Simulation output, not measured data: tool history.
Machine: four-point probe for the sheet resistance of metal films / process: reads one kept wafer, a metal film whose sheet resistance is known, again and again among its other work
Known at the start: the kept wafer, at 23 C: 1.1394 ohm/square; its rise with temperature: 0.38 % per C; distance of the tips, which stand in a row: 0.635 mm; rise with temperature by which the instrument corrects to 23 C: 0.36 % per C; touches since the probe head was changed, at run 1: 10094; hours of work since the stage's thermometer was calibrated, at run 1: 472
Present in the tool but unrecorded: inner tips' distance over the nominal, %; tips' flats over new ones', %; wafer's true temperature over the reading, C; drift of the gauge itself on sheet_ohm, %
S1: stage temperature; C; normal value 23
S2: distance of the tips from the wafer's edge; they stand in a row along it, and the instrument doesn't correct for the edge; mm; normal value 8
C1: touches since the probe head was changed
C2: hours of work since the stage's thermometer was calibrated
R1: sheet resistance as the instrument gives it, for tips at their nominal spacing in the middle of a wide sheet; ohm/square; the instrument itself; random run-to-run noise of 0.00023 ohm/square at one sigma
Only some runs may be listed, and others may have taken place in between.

run	hour	S1	S2	C1	C2	R1
1	0.0	23	8	10094	472	1.151816
2	13.4	23	8	10261	480	1.151533
3	28.5	23	50	10452	489	1.147725
4	49.6	23	24	10716	501	1.147714
5	64.8	23	8	10906	510	1.151533
6	80.0	23	8	11097	519	1.151079
7	95.8	23	8	11295	528	1.151068
# hour 98.3: stage's thermometer calibrated
8	111.9	23	8	11491	8	1.152158
9	135.1	23	13	11782	22	1.149943
10	146.2	23	8	11921	28	1.151572
# hour 148.0: stage's thermometer calibrated, once more
11	167.2	31	15	12178	11	1.149722
12	189.5	19	11	12458	24	1.148365
13	205.8	23	24	12663	34	1.147636
14	226.7	23	24	12924	46	1.147547
15	242.8	26	9	13126	56	1.150891
16	261.1	26	4	13356	66	1.163362
17	281.0	20	16	13605	78	1.147382
18	297.7	19	29	13815	88	1.146478
19	317.3	19	29	14061	99	1.146617
20	332.0	19	29	14246	108	1.146637

Branching from run 20: 5 alternative next runs. What would each branch give?
A	346.0	24	58	14421	116	?
B	346.0	20	8	14421	116	?
C	346.0	23	7	14421	116	?
D	346.0	32	5	14421	116	?
E	346.0	23	66	14421	116	?

run	R1
A	1.147757
B	1.150744
C	1.152015
D	1.159422
E	1.147401
With no hidden state in the tool, these same runs would have given:
run	R1
A	1.139846
B	1.142809
C	1.144076
D	1.151447
E	1.139492
